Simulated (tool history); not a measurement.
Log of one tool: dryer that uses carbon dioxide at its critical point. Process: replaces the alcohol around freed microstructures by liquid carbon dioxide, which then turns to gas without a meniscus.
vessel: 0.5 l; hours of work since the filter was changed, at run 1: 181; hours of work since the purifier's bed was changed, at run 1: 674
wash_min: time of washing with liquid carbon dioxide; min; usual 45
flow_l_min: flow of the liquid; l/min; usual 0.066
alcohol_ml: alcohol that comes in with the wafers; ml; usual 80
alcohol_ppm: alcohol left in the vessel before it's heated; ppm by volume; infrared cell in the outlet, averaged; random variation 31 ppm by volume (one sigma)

run	hour	wash_min	flow_l_min	alcohol_ml	hours of work since the filter was changed	hours of work since the purifier's bed was changed	alcohol_ppm
1	0	45	0.066	80	181	674	3617
# hour 9.7: inlet filter changed
2	67.7	45	0.066	80	46	727	2498
3	95.9	45	0.066	37	69	749	1316
4	124.5	45	0.066	37	92	772	1416
5	156.2	45	0.066	37	117	798	1544
6	193	45	0.066	37	147	827	1706
# hour 248.3: inlet filter changed
7	250.8	45	0.066	37	2	873	1097
8	286.8	45	0.066	37	31	901	1188
9	336.8	45	0.066	37	71	941	1334
10	364	45	0.066	37	93	963	1479
11	401.8	45	0.066	37	123	993	1544
12	461.4	45	0.0499	80	170	1041	9220
# hour 487.7: inlet filter changed
13	510.5	45	0.0499	80	18	1079	6494
# hour 524.2: purifier's bed changed
14	545.8	45	0.066	103	44	17	3145
15	600.1	45	0.0565	103	87	61	6428
16	665.6	45	0.0565	103	140	113	7605
17	694.7	45	0.066	45	163	136	1997
# hour 730.3: inlet filter changed
18	754.4	45	0.1114	80	19	183	132
19	790.7	29	0.0628	80	48	212	12638
20	831.7	29	0.0628	80	81	245	13040
21	880.1	29	0.0628	80	120	284	14243
22	909	35	0.0628	79	143	307	9061
23	955.8	45	0.0859	116	180	344	1634
# hour 966.3: inlet filter changed
24	1012.3	34	0.066	36	37	389	3010
25	1065.2	34	0.066	36	79	431	3361
26	1116.6	30	0.066	105	120	472	15473
27	1154.5	32	0.07	30	151	502	3368
28	1199.1	38	0.0668	30	186	538	2513
# hour 1203: inlet filter changed
29	1248.4	67	0.064	118	36	577	625
30	1298.7	67	0.064	118	77	617	725
31	1345.3	43	0.064	118	114	654	6085
32	1407.5	47	0.111	96	164	704	307
# hour 1441.3: inlet filter changed
33	1450.6	47	0.111	70	7	738	169
34	1482.2	35	0.0733	70	33	763	3600
35	1527.8	35	0.0733	70	69	799	4039
36	1571	35	0.0733	70	104	834	4425

Hidden state or all else? Some run-to-run changes of alcohol_ppm, split into what the settings, what came in and random variation would give without the hidden state, and what is left for the hidden state (with any gauge scatter that isn't in both results):
The hidden state here: flow that reaches the vessel past the clogged filter, %; alcohol in the recycled carbon dioxide, ppm; drift of the gauge itself on alcohol_ppm, %.
Run 12 -> 13: inlet filter changed. alcohol_ppm -2726 ppm by volume: hidden state -2626, all else -100.
Run 18 -> 19: wash_min 45 -> 29, flow_l_min 0.1114 -> 0.0628. alcohol_ppm +12506 ppm by volume: hidden state +1268, all else +11238.
Run 25 -> 26: wash_min 34 -> 30, alcohol_ml 36 -> 105. alcohol_ppm +12112 ppm by volume: hidden state +3079, all else +9033.
Run 26 -> 27: wash_min 30 -> 32, flow_l_min 0.066 -> 0.07, alcohol_ml 105 -> 30. alcohol_ppm -12105 ppm by volume: hidden state -2643, all else -9462.
